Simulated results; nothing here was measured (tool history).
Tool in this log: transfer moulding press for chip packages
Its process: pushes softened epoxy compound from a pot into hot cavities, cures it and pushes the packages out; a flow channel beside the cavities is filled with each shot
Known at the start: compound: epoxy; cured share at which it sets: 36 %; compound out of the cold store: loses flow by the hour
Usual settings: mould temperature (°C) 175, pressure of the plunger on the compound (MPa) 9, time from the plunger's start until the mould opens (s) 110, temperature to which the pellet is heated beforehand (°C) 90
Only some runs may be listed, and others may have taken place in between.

run	day	mould temperature (°C)	pressure of the plunger on the compound (MPa)	time from the plunger's start until the mould opens (s)	temperature to which the pellet is heated beforehand (°C)	incoming compound's hours out of the cold store	length that the compound runs in the flow channel (mm)	greatest force on the pins that push the packages out (N)
1	0	175	9	110	90	19.5	823	712
# day 0.996: cavities cleaned with cleaning compound and waxed
2	2.571	175	7.26	110	90	21.2	719	766
# day 2.942: cavities cleaned with cleaning compound and waxed
# day 5.038: cavities cleaned with cleaning compound and waxed
3	6.342	175	7.26	110	90	43.4	659	694
# day 7.162: cavities cleaned with cleaning compound and waxed
4	8.846	173	7.26	110	90	18.9	716	871
# day 9.267: cavities cleaned with cleaning compound and waxed
# day 11: mould's thermocouples calibrated
# day 11.404: cavities cleaned with cleaning compound and waxed
5	11.588	173	7.26	110	90	13.3	725	658
# day 13.371: cavities cleaned with cleaning compound and waxed
# day 14.404: plunger's sealing rings changed
6	15.296	175	9	110	84	43.3	758	706
# day 15.529: cavities cleaned with cleaning compound and waxed
# day 17.533: cavities cleaned with cleaning compound and waxed
7	17.683	175	9	110	84	12.9	835	565
# day 19.512: cavities cleaned with cleaning compound and waxed
8	20.433	175	9	110	84	13.8	815	679
# day 21.662: cavities cleaned with cleaning compound and waxed
9	23.004	175	9	110	84	40	738	691
# day 23.738: cavities cleaned with cleaning compound and waxed
# day 25.7: cavities cleaned with cleaning compound and waxed
10	25.7	175	9	110	96	22.2	779	517
# day 27.804: cavities cleaned with cleaning compound and waxed
11	28.9	175	9	110	90	21.1	777	687
# day 29.829: cavities cleaned with cleaning compound and waxed
12	31.112	176	9	110	90	31.6	739	639
# day 31.729: plunger's sealing rings changed
# day 32.133: cavities cleaned with cleaning compound and waxed
13	32.946	176	9	110	91	11.6	837	611
# day 34.317: cavities cleaned with cleaning compound and waxed
# day 36.275: cavities cleaned with cleaning compound and waxed
14	36.275	167	10.36	90	90	32	853	1363
# day 38.433: cavities cleaned with cleaning compound and waxed
15	39.029	175	8.1	110	95	25	741	586
# day 40.546: cavities cleaned with cleaning compound and waxed
16	41.567	175	7.9	122	89	15.6	750	618
# day 42.638: cavities cleaned with cleaning compound and waxed
17	44.183	175	7.9	122	89	21.1	728	625
# day 44.579: cavities cleaned with cleaning compound and waxed
# day 46.579: cavities cleaned with cleaning compound and waxed
18	48.1	179	7.27	113	83	42.6	633	600
# day 48.704: cavities cleaned with cleaning compound and waxed
# day 49.304: plunger's sealing rings changed
# day 50.854: cavities cleaned with cleaning compound and waxed
19	50.942	171	10.87	150	89	37.3	858	444
# day 52.933: cavities cleaned with cleaning compound and waxed
20	53.004	171	10.87	150	89	28.3	876	467
# day 54.846: cavities cleaned with cleaning compound and waxed
21	55.408	182	9	110	83	17.5	789	480
# day 56.446: mould's thermocouples calibrated
# day 56.879: cavities cleaned with cleaning compound and waxed
22	57.279	182	9	110	83	25.8	769	462
# day 58.858: cavities cleaned with cleaning compound and waxed
23	59.292	182	10.31	128	96	16.4	844	472
# day 61.079: cavities cleaned with cleaning compound and waxed
24	61.625	183	9.89	94	89	18.8	798	537

How would selected steps in length that the compound runs in the flow channel (mm) from run to run divide? Give the signed amount a tool lacking its hidden state would still show from settings, what came in and random variation, and the signed amount left for the hidden state, including any gauge scatter that is not in both of the compared results.
The tool's hidden condition here consists of: true mould temperature over the reading, C; pressure that reaches the compound, % of what is set; grip of the stained cavities, % over clean ones'; drift of the gauge itself on flow_mm, %; drift of the gauge itself on push_out_n, %.
Run 5 -> 6: mould temperature (°C) 173 -> 175, pressure of the plunger on the compound (MPa) 7.26 -> 9, temperature to which the pellet is heated beforehand (°C) 90 -> 84, cavities cleaned with cleaning compound and waxed, plunger's sealing rings changed. length that the compound runs in the flow channel (mm) +33: hidden state +37, all else -4.
Run 12 -> 13: temperature to which the pellet is heated beforehand (°C) 90 -> 91, plunger's sealing rings changed, cavities cleaned with cleaning compound and waxed. length that the compound runs in the flow channel (mm) +98: hidden state +43, all else +55.
Run 14 -> 15: mould temperature (°C) 167 -> 175, pressure of the plunger on the compound (MPa) 10.36 -> 8.1, time from the plunger's start until the mould opens (s) 90 -> 110, temperature to which the pellet is heated beforehand (°C) 90 -> 95, cavities cleaned with cleaning compound and waxed. length that the compound runs in the flow channel (mm) -112: hidden state -6, all else -106.
Run 18 -> 19: mould temperature (°C) 179 -> 171, pressure of the plunger on the compound (MPa) 7.27 -> 10.87, time from the plunger's start until the mould opens (s) 113 -> 150, temperature to which the pellet is heated beforehand (°C) 83 -> 89, cavities cleaned with cleaning compound and waxed, plunger's sealing rings changed, cavities cleaned with cleaning compound and waxed. length that the compound runs in the flow channel (mm) +225: hidden state +35, all else +190.
